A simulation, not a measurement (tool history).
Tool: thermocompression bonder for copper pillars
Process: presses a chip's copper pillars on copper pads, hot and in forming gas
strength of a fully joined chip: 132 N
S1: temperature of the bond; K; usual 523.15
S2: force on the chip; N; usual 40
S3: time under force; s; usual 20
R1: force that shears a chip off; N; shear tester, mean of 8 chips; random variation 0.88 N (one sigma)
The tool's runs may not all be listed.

Run 1, hour 0.0: usual settings. Result: R1 71.2 N.
Run 2, hour 9.9: usual settings but S3 59 s. Result: R1 97.2 N.
Run 3, hour 17.4: usual settings but S3 59 s. Result: R1 96.5 N.
Run 4, hour 27.3: usual settings but S3 59 s. Result: R1 93.5 N.
Run 5, hour 41.2: usual settings but S3 59 s. Result: R1 94.5 N.
Run 6, hour 54.6: usual settings but S1 550.15 K. Result: R1 89.2 N.
Run 7, hour 65.0: usual settings but S1 550.15 K. Result: R1 87.1 N.
Run 8, hour 72.4: usual settings but S1 541.15 K. Result: R1 82.0 N.
Run 9, hour 78.8: usual settings but S2 41 N. Result: R1 71.7 N.
Run 10, hour 92.1: usual settings but S2 41 N. Result: R1 70.9 N.
Run 11, hour 106.4: usual settings. Result: R1 69.7 N.
Run 12, hour 120.1: usual settings. Result: R1 67.6 N.
Run 13, hour 134.8: usual settings. Result: R1 68.8 N.
Run 14, hour 149.7: usual settings but S1 501.15 K. Result: R1 54.3 N.
Run 15, hour 158.4: usual settings but S1 501.15 K. Result: R1 54.2 N.
Run 16, hour 173.5: usual settings but S3 15 s. Result: R1 61.5 N.
Run 17, hour 182.5: usual settings but S2 43 N, S3 15 s. Result: R1 65.4 N.
Run 18, hour 195.7: usual settings. Result: R1 67.8 N.
Run 19, hour 202.2: usual settings. Result: R1 67.3 N.
Run 20, hour 217.7: usual settings. Result: R1 68.3 N.
Run 21, hour 224.9: usual settings but S1 504.15 K, S2 36 N. Result: R1 50.0 N.
Run 22, hour 237.6: usual settings but S1 504.15 K, S2 36 N. Result: R1 52.2 N.
Run 23, hour 247.8: usual settings but S2 44 N, S3 12 s. Result: R1 60.8 N.
Run 24, hour 255.7: usual settings but S1 529.15 K, S2 52 N, S3 26 s. Result: R1 86.1 N.
Run 25, hour 264.8: usual settings but S1 535.15 K, S2 25 N, S3 60 s. Result: R1 80.2 N.
At hour 270.9: forming gas filter changed.
Run 26, hour 279.5: usual settings but S1 535.15 K, S2 25 N, S3 60 s. Result: R1 86.4 N.
Run 27, hour 290.6: usual settings but S1 535.15 K, S2 25 N, S3 60 s. Result: R1 88.0 N.
Run 28, hour 299.2: usual settings but S1 499.15 K, S2 51 N, S3 60 s. Result: R1 92.8 N.
Run 29, hour 311.3: usual settings but S1 522.15 K, S2 49 N. Result: R1 80.6 N.
Run 30, hour 325.3: usual settings but S2 32 N. Result: R1 63.6 N.
Run 31, hour 332.8: usual settings but S1 549.15 K, S2 53 N, S3 15 s. Result: R1 96.5 N.
Run 32, hour 348.0: usual settings but S1 505.15 K, S3 47 s. Result: R1 81.5 N.
Run 33, hour 361.4: usual settings but S1 505.15 K, S3 47 s. Result: R1 78.9 N.
Run 34, hour 374.1: usual settings but S1 509.15 K, S2 57 N. Result: R1 79.6 N.
Run 35, hour 386.3: usual settings but S1 509.15 K, S2 57 N. Result: R1 79.2 N.
Run 36, hour 394.6: usual settings but S3 15 s. Result: R1 64.5 N.
Run 37, hour 406.1: usual settings but S1 548.15 K, S2 59 N, S3 15 s. Result: R1 98.2 N.
Run 38, hour 412.6: usual settings but S1 548.15 K, S2 59 N, S3 15 s. Result: R1 100.2 N.

Run 39 comes next. What will it give?
Run 39, hour 420.8: usual settings but S1 550.15 K, S2 56 N, S3 11 s. Result: R1 ?.

R1: 90.8 N
Without the tool's hidden state the same run would have given R1 92.6 N.

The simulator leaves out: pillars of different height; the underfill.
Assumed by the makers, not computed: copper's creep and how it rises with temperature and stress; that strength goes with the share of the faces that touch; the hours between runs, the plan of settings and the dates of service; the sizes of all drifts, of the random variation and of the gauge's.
